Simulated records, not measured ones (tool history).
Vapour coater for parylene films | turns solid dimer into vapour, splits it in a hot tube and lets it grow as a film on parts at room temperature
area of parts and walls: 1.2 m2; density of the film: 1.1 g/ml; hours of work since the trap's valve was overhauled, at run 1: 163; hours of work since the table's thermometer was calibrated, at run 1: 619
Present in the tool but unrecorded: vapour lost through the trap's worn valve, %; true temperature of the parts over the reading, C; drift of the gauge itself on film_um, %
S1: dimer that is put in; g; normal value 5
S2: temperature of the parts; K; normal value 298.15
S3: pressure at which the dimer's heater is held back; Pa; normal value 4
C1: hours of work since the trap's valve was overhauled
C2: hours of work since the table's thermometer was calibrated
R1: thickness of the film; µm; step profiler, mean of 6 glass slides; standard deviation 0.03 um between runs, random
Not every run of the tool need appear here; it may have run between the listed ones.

run	hour	S1	S2	S3	C1	C2	R1
1	0	5	298.15	4	163	619	2.66
2	35.2	5	298.15	4	180	636	2.63
3	53.4	5	298.15	4.79	188	644	2.55
4	86.6	5	298.15	4.79	204	659	2.49
5	119.1	5	298.15	4	219	674	2.54
6	144.2	5	298.15	4	230	686	2.58
7	167.1	5	298.15	4	241	697	2.62
8	187.5	5	298.15	4	250	706	2.57
9	207.7	5	298.15	4	260	715	2.58
10	241.2	5	301.15	4	275	731	2.32
11	274.6	5	301.15	4	291	746	2.36
12	292.9	5	298.15	4	299	755	2.51
13	318.8	5	298.15	4	311	767	2.6
14	339.9	5	298.15	4	321	777	2.49
15	373.2	5	298.15	4	336	792	2.49
16	396.3	5	298.15	4	347	803	2.51
17	412.4	5	298.15	4	355	810	2.54
18	436	5	298.15	4	365	821	2.49
# hour 445.1: trap's valve overhauled
19	468.3	5	298.15	4	11	834	2.8
20	485.3	5	298.15	4	19	842	2.73
21	516.1	3	298.15	4	33	856	1.67
22	543.5	5	298.15	4	46	869	2.72
23	581.6	5	298.15	4	63	887	2.77
24	615.8	5	298.15	4	79	903	2.72
25	637.1	5	293.15	4	89	912	3.09
26	657.9	5	293.15	4	99	922	3.12
27	693.9	7	298.15	3.38	115	939	3.9
28	713.7	7	298.15	3.38	124	948	3.94
29	732.5	5	297.15	3.38	133	957	2.79
30	764.9	5	297.15	3.38	148	972	2.8
31	781.7	7	298.15	5.99	156	980	3.47
32	797.1	3	298.15	4	163	987	1.62
33	824.4	5	293.15	2.18	176	999	3.39
34	854	6	300.15	10.1	189	1013	2.51
35	885.3	3	305.15	2.34	204	1028	1.36
36	905.1	8	297.15	2.34	213	1037	4.69
37	931.5	8	297.15	2.34	225	1049	4.63
# hour 955.4: table's thermometer calibrated
38	963.9	6	298.15	4.04	240	4	3.17
39	990.8	5	298.15	4.14	252	16	2.6
40	1014	4	298.15	2.75	263	27	2.25
41	1040.2	5	298.15	2.14	275	39	2.9
42	1068.5	4	291.15	2.49	288	52	2.78
43	1086	4	291.15	2.49	296	61	2.77
44	1101.5	4	291.15	2.49	304	68	2.74
45	1136	4	302.15	6.02	320	84	1.73
46	1157.8	4	302.15	6.02	330	94	1.72
47	1189.3	5	301.15	2.6	344	108	2.52

Each row is a separate what-if for the run after 47, all from the same tool condition, not one after another. Results?
A	1220.3	5	297.15	4	359	123	?
B	1220.3	2	298.15	2.41	359	123	?
C	1220.3	3	295.15	2.6	359	123	?
D	1220.3	6	298.15	3.47	359	123	?

run	R1
A	2.63
B	1.11
C	1.8
D	3.09
What these runs would have given with no unlogged condition in the tool:
run	R1
A	2.92
B	1.23
C	2
D	3.42
